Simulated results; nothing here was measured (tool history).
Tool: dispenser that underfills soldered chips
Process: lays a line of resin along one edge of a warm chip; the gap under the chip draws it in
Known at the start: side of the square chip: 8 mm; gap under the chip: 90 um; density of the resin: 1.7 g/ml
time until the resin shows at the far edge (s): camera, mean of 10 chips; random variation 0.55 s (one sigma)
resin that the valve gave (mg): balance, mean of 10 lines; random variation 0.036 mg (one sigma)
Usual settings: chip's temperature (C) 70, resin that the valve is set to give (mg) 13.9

run,hour,chip's temperature (C),resin that the valve is set to give (mg),time until the resin shows at the far edge (s),resin that the valve gave (mg)
1,0,70,13.9,88.6,13.6
# hour 2: new syringe of resin
2,4.8,70,13.9,53.6,13.57
3,8.7,70,13.9,64.6,13.54
4,12.5,70,13.9,79.8,13.5
# hour 16.7: new syringe of resin
5,17.6,70,13.9,47.9,13.5
6,21.7,70,13.9,60.4,13.47
7,23.8,70,13.9,66.2,13.51
8,28.5,77,13.9,63.4,13.48
# hour 31.3: new syringe of resin
9,33,60,13.9,80.2,13.48
10,35.3,60,13.9,90.6,13.4
11,39.2,60,13.9,110.6,13.47
12,43.6,60,13.9,139.7,13.37
# hour 46.1: new syringe of resin
13,48,70,13.9,53.2,13.43
14,51.1,70,13.9,60.1,13.41
15,53.9,70,13.9,70.2,13.39
# hour 58: dispensing valve cleaned and set on the balance
16,58.3,70,13.9,83.4,13.92
17,61.1,70,13.9,95.9,13.81
# hour 61.8: new syringe of resin
18,65.7,59,13.9,94.2,13.88
19,69.2,66,12.4,86.9,12.28
20,73.3,67,15.9,97.1,15.8
# hour 76.4: new syringe of resin
21,76.4,67,15.9,52.2,15.75
22,80.7,69,13.9,60.8,13.78
23,84.9,69,13.9,76.2,13.8
24,88.9,74,17.6,73.1,17.46
# hour 91.1: new syringe of resin
25,93.6,74,17.6,43.7,17.44
26,95.9,58,14.3,102.1,14.1
27,98.6,67,12.2,80.6,12.04
28,100.5,61,14.7,112.9,14.5
29,105.1,61,14.7,141.6,14.53

Run 30 comes next. What will it give?
# hour 105.8: new syringe of resin
30,110.1,55,13.9,?,?

{"run 30": {"time until the resin shows at the far edge (s)": 115.7, "resin that the valve gave (mg)": 13.7}}
Without the tool's hidden state the same run would have given time until the resin shows at the far edge (s) 88.6, resin that the valve gave (mg) 13.91.
